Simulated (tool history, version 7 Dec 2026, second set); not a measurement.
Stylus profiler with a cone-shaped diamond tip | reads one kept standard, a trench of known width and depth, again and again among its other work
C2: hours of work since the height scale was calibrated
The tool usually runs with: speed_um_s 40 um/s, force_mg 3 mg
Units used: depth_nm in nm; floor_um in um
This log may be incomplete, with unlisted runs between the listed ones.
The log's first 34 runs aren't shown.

run 35 hour=668.8 | speed_um_s=40 force_mg=2.69 | scans_with_this_tip=2373 C2=442 | depth_nm=203.34 floor_um=96.37
run 36 hour=679.7 | speed_um_s=38 force_mg=1.03 | scans_with_this_tip=2401 C2=447 | depth_nm=202.07 floor_um=96.32
run 37 hour=693.9 | speed_um_s=13 force_mg=1.24 | scans_with_this_tip=2437 C2=454 | depth_nm=202.1 floor_um=96.42
run 38 hour=715.4 | speed_um_s=13 force_mg=1.24 | scans_with_this_tip=2491 C2=464 | depth_nm=202.04 floor_um=96.49
run 39 hour=728.9 | speed_um_s=67 force_mg=2.27 | scans_with_this_tip=2525 C2=470 | depth_nm=202.98 floor_um=96.23
run 40 hour=750.3 | speed_um_s=21 force_mg=1.55 | scans_with_this_tip=2579 C2=480 | depth_nm=202.6 floor_um=96.35
run 41 hour=772.2 | speed_um_s=21 force_mg=4.99 | scans_with_this_tip=2634 C2=491 | depth_nm=205.01 floor_um=96.42
run 42 hour=787.9 | speed_um_s=21 force_mg=4.99 | scans_with_this_tip=2674 C2=498 | depth_nm=204.97 floor_um=96.39
run 43 hour=806.8 | speed_um_s=21 force_mg=4.99 | scans_with_this_tip=2722 C2=507 | depth_nm=204.98 floor_um=96.46
run 44 hour=832 | speed_um_s=78 force_mg=1.43 | scans_with_this_tip=2786 C2=519 | depth_nm=202.59 floor_um=96.03
run 45 hour=853.5 | speed_um_s=30 force_mg=8.89 | scans_with_this_tip=2840 C2=529 | depth_nm=207.09 floor_um=96.37

Branching from run 45: 5 alternative next runs. What would each branch give?
run A hour=875.4 | speed_um_s=154 force_mg=1.76 | scans_with_this_tip=2895 C2=539 | depth_nm=? floor_um=?
run B hour=875.4 | speed_um_s=19 force_mg=8.62 | scans_with_this_tip=2895 C2=539 | depth_nm=? floor_um=?
run C hour=875.4 | speed_um_s=28 force_mg=3.65 | scans_with_this_tip=2895 C2=539 | depth_nm=? floor_um=?
run D hour=875.4 | speed_um_s=51 force_mg=6.37 | scans_with_this_tip=2895 C2=539 | depth_nm=? floor_um=?
run E hour=875.4 | speed_um_s=130 force_mg=8.81 | scans_with_this_tip=2895 C2=539 | depth_nm=? floor_um=?

run=A depth_nm=202.74 floor_um=95.7
run=B depth_nm=207.01 floor_um=96.38
run=C depth_nm=204.14 floor_um=96.33
run=D depth_nm=205.9 floor_um=96.35
run=E depth_nm=206.94 floor_um=96.13
Without the tool's unlogged condition, the same runs would have read:
run=A depth_nm=202.15 floor_um=96.47
run=B depth_nm=206.4 floor_um=97.15
run=C depth_nm=203.54 floor_um=97.09
run=D depth_nm=205.3 floor_um=97.11
run=E depth_nm=206.34 floor_um=96.9
